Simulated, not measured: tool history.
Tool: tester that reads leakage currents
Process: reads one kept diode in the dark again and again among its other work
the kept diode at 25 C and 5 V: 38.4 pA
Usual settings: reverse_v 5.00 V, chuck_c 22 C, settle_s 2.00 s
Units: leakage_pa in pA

run 1 hour=0.0 | reverse_v=5.00 chuck_c=22 settle_s=2.00 | leakage_pa=35.44
run 2 hour=32.4 | reverse_v=5.00 chuck_c=27 settle_s=2.00 | leakage_pa=55.63
run 3 hour=65.6 | reverse_v=5.00 chuck_c=27 settle_s=2.00 | leakage_pa=55.47
run 4 hour=92.9 | reverse_v=5.00 chuck_c=27 settle_s=2.00 | leakage_pa=55.39
run 5 hour=106.9 | reverse_v=5.00 chuck_c=22 settle_s=8.93 | leakage_pa=35.01
run 6 hour=135.9 | reverse_v=5.00 chuck_c=22 settle_s=8.93 | leakage_pa=35.13
run 7 hour=167.9 | reverse_v=5.00 chuck_c=22 settle_s=2.00 | leakage_pa=35.35
run 8 hour=187.6 | reverse_v=5.00 chuck_c=22 settle_s=2.00 | leakage_pa=35.58
run 9 hour=211.3 | reverse_v=5.00 chuck_c=44 settle_s=2.00 | leakage_pa=245.85
run 10 hour=244.8 | reverse_v=5.00 chuck_c=22 settle_s=3.60 | leakage_pa=35.62
run 11 hour=269.5 | reverse_v=3.50 chuck_c=27 settle_s=1.83 | leakage_pa=48.11
run 12 hour=288.4 | reverse_v=5.00 chuck_c=23 settle_s=4.64 | leakage_pa=39.00
run 13 hour=322.1 | reverse_v=1.67 chuck_c=23 settle_s=0.40 | leakage_pa=24.95
run 14 hour=345.6 | reverse_v=1.67 chuck_c=23 settle_s=0.40 | leakage_pa=24.95
run 15 hour=371.3 | reverse_v=1.67 chuck_c=23 settle_s=0.40 | leakage_pa=25.06
run 16 hour=395.3 | reverse_v=11.29 chuck_c=25 settle_s=7.63 | leakage_pa=67.84
run 17 hour=411.0 | reverse_v=11.29 chuck_c=25 settle_s=7.63 | leakage_pa=67.36
run 18 hour=436.7 | reverse_v=3.10 chuck_c=30 settle_s=2.81 | leakage_pa=60.08
run 19 hour=453.8 | reverse_v=5.00 chuck_c=23 settle_s=2.00 | leakage_pa=34.87

Taken out of this log: 3 entries between the listed runs. Where each belongs, and how the hidden state differs across it:
Between runs 9 and 10: tester calibrated (hour 215.2)
  stray current of the dirty probe card, pA a volt: 0.373 -> 0.381; current scale over the true one, %: 0.69 -> 0.92; true chuck temperature over the reading, C: 1.45 -> 1.46
  measured less the result without the state, leakage_pa: +31.30 -> +6.51 pA
Between runs 16 and 17: tester calibrated, once more (hour 408.1)
  stray current of the dirty probe card, pA a volt: 0.418 -> 0.421; current scale over the true one, %: 0.98 -> 0.3
  measured less the result without the state, leakage_pa: +13.45 -> +13.04 pA
Between runs 18 and 19: chuck's temperature calibrated (hour 452.5)
  stray current of the dirty probe card, pA a volt: 0.428 -> 0.432; true chuck temperature over the reading, C: 1.51 -> 0.14
  measured less the result without the state, leakage_pa: +9.08 -> +2.60 pA
